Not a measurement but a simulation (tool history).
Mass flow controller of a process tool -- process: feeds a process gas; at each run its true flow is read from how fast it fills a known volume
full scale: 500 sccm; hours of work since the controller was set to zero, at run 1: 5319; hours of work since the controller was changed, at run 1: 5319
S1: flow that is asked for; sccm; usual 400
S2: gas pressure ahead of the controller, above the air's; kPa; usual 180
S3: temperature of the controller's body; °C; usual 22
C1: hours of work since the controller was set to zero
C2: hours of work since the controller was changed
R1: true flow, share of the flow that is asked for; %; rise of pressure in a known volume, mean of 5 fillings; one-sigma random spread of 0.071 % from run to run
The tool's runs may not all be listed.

{"run": 1, "hour": 0.0, "S1": 400, "S2": 180, "S3": 22, "C1": 5319, "C2": 5319, "R1": 98.84}
{"run": 2, "hour": 101.0, "S1": 400, "S2": 180, "S3": 22, "C1": 5388, "C2": 5388, "R1": 98.68}
{"hour": 177.9, "done": "controller's zero set anew"}
{"run": 3, "hour": 287.0, "S1": 400, "S2": 180, "S3": 22, "C1": 75, "C2": 5515, "R1": 99.27}
{"run": 4, "hour": 431.6, "S1": 400, "S2": 180, "S3": 22, "C1": 174, "C2": 5614, "R1": 99.19}
{"run": 5, "hour": 554.6, "S1": 400, "S2": 180, "S3": 22, "C1": 258, "C2": 5698, "R1": 99.19}
{"hour": 597.5, "done": "controller's zero set anew, once more"}
{"run": 6, "hour": 710.6, "S1": 63, "S2": 180, "S3": 22, "C1": 77, "C2": 5805, "R1": 97.24}
{"run": 7, "hour": 854.3, "S1": 63, "S2": 180, "S3": 22, "C1": 176, "C2": 5903, "R1": 97.49}
{"run": 8, "hour": 999.1, "S1": 400, "S2": 180, "S3": 22, "C1": 275, "C2": 6002, "R1": 97.79}
{"run": 9, "hour": 1099.0, "S1": 400, "S2": 180, "S3": 22, "C1": 343, "C2": 6070, "R1": 97.81}
{"run": 10, "hour": 1260.6, "S1": 61, "S2": 180, "S3": 22, "C1": 454, "C2": 6181, "R1": 97.57}
{"run": 11, "hour": 1476.7, "S1": 61, "S2": 180, "S3": 22, "C1": 602, "C2": 6329, "R1": 97.52}
{"run": 12, "hour": 1649.5, "S1": 61, "S2": 259, "S3": 22, "C1": 720, "C2": 6447, "R1": 98.15}
{"run": 13, "hour": 1763.2, "S1": 61, "S2": 259, "S3": 22, "C1": 798, "C2": 6525, "R1": 98.21}
{"run": 14, "hour": 1945.6, "S1": 267, "S2": 150, "S3": 22, "C1": 922, "C2": 6650, "R1": 97.4}
{"hour": 2092.0, "done": "controller exchanged for a calibrated one"}
{"run": 15, "hour": 2122.8, "S1": 312, "S2": 180, "S3": 22, "C1": 21, "C2": 21, "R1": 99.74}
{"run": 16, "hour": 2246.0, "S1": 205, "S2": 243, "S3": 22, "C1": 105, "C2": 105, "R1": 99.71}
{"run": 17, "hour": 2423.3, "S1": 205, "S2": 243, "S3": 22, "C1": 227, "C2": 227, "R1": 99.76}
{"run": 18, "hour": 2611.1, "S1": 437, "S2": 234, "S3": 40, "C1": 355, "C2": 355, "R1": 98.91}
{"run": 19, "hour": 2737.6, "S1": 265, "S2": 241, "S3": 34, "C1": 442, "C2": 442, "R1": 99.01}
{"run": 20, "hour": 2935.5, "S1": 155, "S2": 275, "S3": 32, "C1": 577, "C2": 577, "R1": 99.23}
{"run": 21, "hour": 3039.1, "S1": 117, "S2": 244, "S3": 22, "C1": 648, "C2": 648, "R1": 99.68}
{"run": 22, "hour": 3197.6, "S1": 117, "S2": 244, "S3": 22, "C1": 757, "C2": 757, "R1": 99.73}
{"run": 23, "hour": 3371.4, "S1": 168, "S2": 166, "S3": 22, "C1": 875, "C2": 875, "R1": 99.29}
{"run": 24, "hour": 3547.9, "S1": 197, "S2": 214, "S3": 22, "C1": 996, "C2": 996, "R1": 99.5}

Hidden condition of the tool, last listed run before each entry between runs versus first listed run after:
Between runs 2 and 3: controller's zero set anew (hour 177.9)
  flow at rest that the sensor doesn't see, % of full scale: 0.634 -> 1.045; true flow over the shown one, %: -1.88 -> -1.93
  measured less the result without the state, R1: -1.09 -> -0.62 %
Between runs 5 and 6: controller's zero set anew, once more (hour 597.5)
  flow at rest that the sensor doesn't see, % of full scale: 1.065 -> 0.039; true flow over the shown one, %: -1.99 -> -2.03
  measured less the result without the state, R1: -0.66 -> -1.73 %
Between runs 14 and 15: controller exchanged for a calibrated one (hour 2092.0)
  flow at rest that the sensor doesn't see, % of full scale: 0.13 -> 0.027; true flow over the shown one, %: -2.34 -> -0.03
  measured less the result without the state, R1: -2.10 -> +0.02 %
